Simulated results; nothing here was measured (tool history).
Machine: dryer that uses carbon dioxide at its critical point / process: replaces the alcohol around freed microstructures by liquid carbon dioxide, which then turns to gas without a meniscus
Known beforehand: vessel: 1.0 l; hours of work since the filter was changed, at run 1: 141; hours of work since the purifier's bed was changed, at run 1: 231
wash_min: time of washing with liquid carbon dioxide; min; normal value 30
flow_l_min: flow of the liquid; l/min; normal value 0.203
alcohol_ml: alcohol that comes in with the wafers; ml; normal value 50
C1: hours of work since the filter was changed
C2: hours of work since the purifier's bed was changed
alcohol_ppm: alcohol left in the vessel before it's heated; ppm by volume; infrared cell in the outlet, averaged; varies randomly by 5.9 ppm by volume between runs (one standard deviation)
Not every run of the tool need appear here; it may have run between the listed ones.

run 1 hour=0 | wash_min=30 flow_l_min=0.203 alcohol_ml=50 | C1=141 C2=231 | alcohol_ppm=476
run 2 hour=27.5 | wash_min=30 flow_l_min=0.203 alcohol_ml=50 | C1=155 C2=245 | alcohol_ppm=514
run 3 hour=50.5 | wash_min=30 flow_l_min=0.203 alcohol_ml=50 | C1=167 C2=256 | alcohol_ppm=519
run 4 hour=88.1 | wash_min=30 flow_l_min=0.203 alcohol_ml=50 | C1=186 C2=275 | alcohol_ppm=549
run 5 hour=132.1 | wash_min=30 flow_l_min=0.203 alcohol_ml=50 | C1=208 C2=298 | alcohol_ppm=599
-- hour=139.1 inlet filter changed
run 6 hour=167.9 | wash_min=47 flow_l_min=0.203 alcohol_ml=50 | C1=15 C2=316 | alcohol_ppm=122
run 7 hour=213.7 | wash_min=47 flow_l_min=0.203 alcohol_ml=50 | C1=38 C2=339 | alcohol_ppm=139
run 8 hour=244.4 | wash_min=47 flow_l_min=0.203 alcohol_ml=50 | C1=54 C2=355 | alcohol_ppm=149
run 9 hour=296.5 | wash_min=30 flow_l_min=0.125 alcohol_ml=50 | C1=80 C2=381 | alcohol_ppm=2377
run 10 hour=328.8 | wash_min=30 flow_l_min=0.125 alcohol_ml=50 | C1=97 C2=398 | alcohol_ppm=2413
run 11 hour=378 | wash_min=30 flow_l_min=0.125 alcohol_ml=50 | C1=122 C2=423 | alcohol_ppm=2551
run 12 hour=404 | wash_min=30 flow_l_min=0.203 alcohol_ml=38 | C1=135 C2=436 | alcohol_ppm=421
run 13 hour=430.4 | wash_min=30 flow_l_min=0.149 alcohol_ml=38 | C1=149 C2=450 | alcohol_ppm=1265
run 14 hour=483.3 | wash_min=18 flow_l_min=0.159 alcohol_ml=26 | C1=176 C2=477 | alcohol_ppm=2943
run 15 hour=535.1 | wash_min=47 flow_l_min=0.159 alcohol_ml=75 | C1=202 C2=503 | alcohol_ppm=435
-- hour=555.2 inlet filter changed
run 16 hour=584 | wash_min=40 flow_l_min=0.254 alcohol_ml=48 | C1=15 C2=527 | alcohol_ppm=180
run 17 hour=633.1 | wash_min=24 flow_l_min=0.127 alcohol_ml=54 | C1=40 C2=552 | alcohol_ppm=4115

Below are 4 alternative next runs, each starting from the tool's condition after run 17. Predict each:
run A hour=669.7 | wash_min=30 flow_l_min=0.176 alcohol_ml=73 | C1=58 C2=571 | alcohol_ppm=?
run B hour=669.7 | wash_min=30 flow_l_min=0.203 alcohol_ml=30 | C1=58 C2=571 | alcohol_ppm=?
run C hour=669.7 | wash_min=30 flow_l_min=0.157 alcohol_ml=23 | C1=58 C2=571 | alcohol_ppm=?
run D hour=669.7 | wash_min=37 flow_l_min=0.127 alcohol_ml=54 | C1=58 C2=571 | alcohol_ppm=?

run=A alcohol_ppm=968
run=B alcohol_ppm=365
run=C alcohol_ppm=603
run=D alcohol_ppm=1224
Stripped of hidden state, with their random variation kept, the same runs would have yielded:
run=A alcohol_ppm=636
run=B alcohol_ppm=127
run=C alcohol_ppm=343
run=D alcohol_ppm=855
